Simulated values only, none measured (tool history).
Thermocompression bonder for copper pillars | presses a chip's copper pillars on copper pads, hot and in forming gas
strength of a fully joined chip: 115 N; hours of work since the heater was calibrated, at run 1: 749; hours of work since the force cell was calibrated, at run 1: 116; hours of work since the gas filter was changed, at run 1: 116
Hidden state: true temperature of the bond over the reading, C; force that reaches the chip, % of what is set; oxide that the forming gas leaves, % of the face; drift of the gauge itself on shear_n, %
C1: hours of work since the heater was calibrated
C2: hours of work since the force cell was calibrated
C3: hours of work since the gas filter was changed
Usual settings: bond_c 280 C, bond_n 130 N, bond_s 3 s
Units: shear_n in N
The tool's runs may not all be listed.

run 1 day=0.000 | bond_c=280 bond_n=130 bond_s=3 | C1=749 C2=116 C3=116 | shear_n=51.4
run 2 day=0.283 | bond_c=280 bond_n=130 bond_s=3 | C1=754 C2=121 C3=121 | shear_n=51.4
run 3 day=0.508 | bond_c=280 bond_n=130 bond_s=3 | C1=759 C2=126 C3=126 | shear_n=51.8
run 4 day=0.971 | bond_c=265 bond_n=130 bond_s=3 | C1=767 C2=134 C3=134 | shear_n=41.9
run 5 day=1.388 | bond_c=280 bond_n=130 bond_s=3 | C1=775 C2=142 C3=142 | shear_n=51.5
run 6 day=1.608 | bond_c=280 bond_n=130 bond_s=3 | C1=779 C2=146 C3=146 | shear_n=52.2
run 7 day=1.862 | bond_c=280 bond_n=130 bond_s=3 | C1=784 C2=151 C3=151 | shear_n=52.3
run 8 day=2.242 | bond_c=280 bond_n=130 bond_s=5 | C1=791 C2=158 C3=158 | shear_n=61.7
run 9 day=2.638 | bond_c=280 bond_n=130 bond_s=5 | C1=798 C2=165 C3=165 | shear_n=61.2
run 10 day=3.142 | bond_c=280 bond_n=130 bond_s=5 | C1=808 C2=175 C3=175 | shear_n=60.7
run 11 day=3.471 | bond_c=280 bond_n=130 bond_s=7 | C1=814 C2=181 C3=181 | shear_n=71.0
run 12 day=3.750 | bond_c=280 bond_n=130 bond_s=7 | C1=819 C2=186 C3=186 | shear_n=68.5
run 13 day=4.283 | bond_c=280 bond_n=130 bond_s=7 | C1=829 C2=196 C3=196 | shear_n=69.9
run 14 day=4.671 | bond_c=272 bond_n=130 bond_s=3 | C1=837 C2=204 C3=204 | shear_n=48.3
run 15 day=4.896 | bond_c=272 bond_n=130 bond_s=3 | C1=841 C2=208 C3=208 | shear_n=46.9
run 16 day=5.317 | bond_c=272 bond_n=130 bond_s=3 | C1=849 C2=216 C3=216 | shear_n=47.3
-- day=5.662 heater calibrated with a thermocouple chip
run 17 day=5.904 | bond_c=272 bond_n=130 bond_s=3 | C1=5 C2=225 C3=225 | shear_n=47.4
run 18 day=6.233 | bond_c=272 bond_n=130 bond_s=3 | C1=11 C2=231 C3=231 | shear_n=46.7
run 19 day=6.729 | bond_c=272 bond_n=130 bond_s=3 | C1=20 C2=241 C3=241 | shear_n=46.3
run 20 day=7.212 | bond_c=280 bond_n=130 bond_s=3 | C1=29 C2=250 C3=250 | shear_n=51.6
run 21 day=7.675 | bond_c=292 bond_n=118 bond_s=4 | C1=38 C2=258 C3=258 | shear_n=61.6
run 22 day=7.892 | bond_c=291 bond_n=157 bond_s=3 | C1=42 C2=262 C3=262 | shear_n=65.0
run 23 day=8.342 | bond_c=280 bond_n=101 bond_s=2 | C1=50 C2=271 C3=271 | shear_n=37.1
run 24 day=8.871 | bond_c=262 bond_n=86 bond_s=4 | C1=60 C2=281 C3=281 | shear_n=34.8
run 25 day=9.125 | bond_c=262 bond_n=86 bond_s=4 | C1=65 C2=285 C3=285 | shear_n=35.5
run 26 day=9.646 | bond_c=262 bond_n=91 bond_s=4 | C1=75 C2=295 C3=295 | shear_n=35.7
run 27 day=10.046 | bond_c=295 bond_n=132 bond_s=6 | C1=82 C2=303 C3=303 | shear_n=75.2
run 28 day=10.492 | bond_c=308 bond_n=106 bond_s=2 | C1=90 C2=311 C3=311 | shear_n=55.1
run 29 day=10.929 | bond_c=308 bond_n=106 bond_s=2 | C1=99 C2=319 C3=319 | shear_n=55.4
run 30 day=11.388 | bond_c=250 bond_n=183 bond_s=3 | C1=107 C2=328 C3=328 | shear_n=41.6
run 31 day=11.925 | bond_c=270 bond_n=100 bond_s=3 | C1=117 C2=338 C3=338 | shear_n=38.0
run 32 day=12.446 | bond_c=280 bond_n=164 bond_s=3 | C1=127 C2=348 C3=348 | shear_n=58.7
run 33 day=12.688 | bond_c=256 bond_n=107 bond_s=3 | C1=132 C2=352 C3=352 | shear_n=32.7
run 34 day=13.204 | bond_c=298 bond_n=107 bond_s=4 | C1=141 C2=362 C3=362 | shear_n=63.2
-- day=13.300 forming gas filter changed
run 35 day=13.588 | bond_c=298 bond_n=107 bond_s=4 | C1=148 C2=369 C3=5 | shear_n=62.7
run 36 day=13.896 | bond_c=298 bond_n=107 bond_s=4 | C1=154 C2=374 C3=11 | shear_n=63.4
run 37 day=14.233 | bond_c=298 bond_n=107 bond_s=4 | C1=160 C2=381 C3=17 | shear_n=62.2
run 38 day=14.458 | bond_c=298 bond_n=83 bond_s=2 | C1=164 C2=385 C3=22 | shear_n=42.3
run 39 day=14.750 | bond_c=280 bond_n=127 bond_s=8 | C1=170 C2=390 C3=27 | shear_n=70.3

Forecast each of these 4 alternatives for the next run:
run A day=15.271 | bond_c=298 bond_n=129 bond_s=5 | C1=180 C2=400 C3=37 | shear_n=?
run B day=15.271 | bond_c=290 bond_n=138 bond_s=3 | C1=180 C2=400 C3=37 | shear_n=?
run C day=15.271 | bond_c=280 bond_n=127 bond_s=5 | C1=180 C2=400 C3=37 | shear_n=?
run D day=15.271 | bond_c=301 bond_n=165 bond_s=7 | C1=180 C2=400 C3=37 | shear_n=?

run=A shear_n=74.2
run=B shear_n=60.6
run=C shear_n=61.0
run=D shear_n=90.6
Without the tool's hidden state the same runs would have given:
run=A shear_n=73.9
run=B shear_n=60.4
run=C shear_n=60.8
run=D shear_n=90.4

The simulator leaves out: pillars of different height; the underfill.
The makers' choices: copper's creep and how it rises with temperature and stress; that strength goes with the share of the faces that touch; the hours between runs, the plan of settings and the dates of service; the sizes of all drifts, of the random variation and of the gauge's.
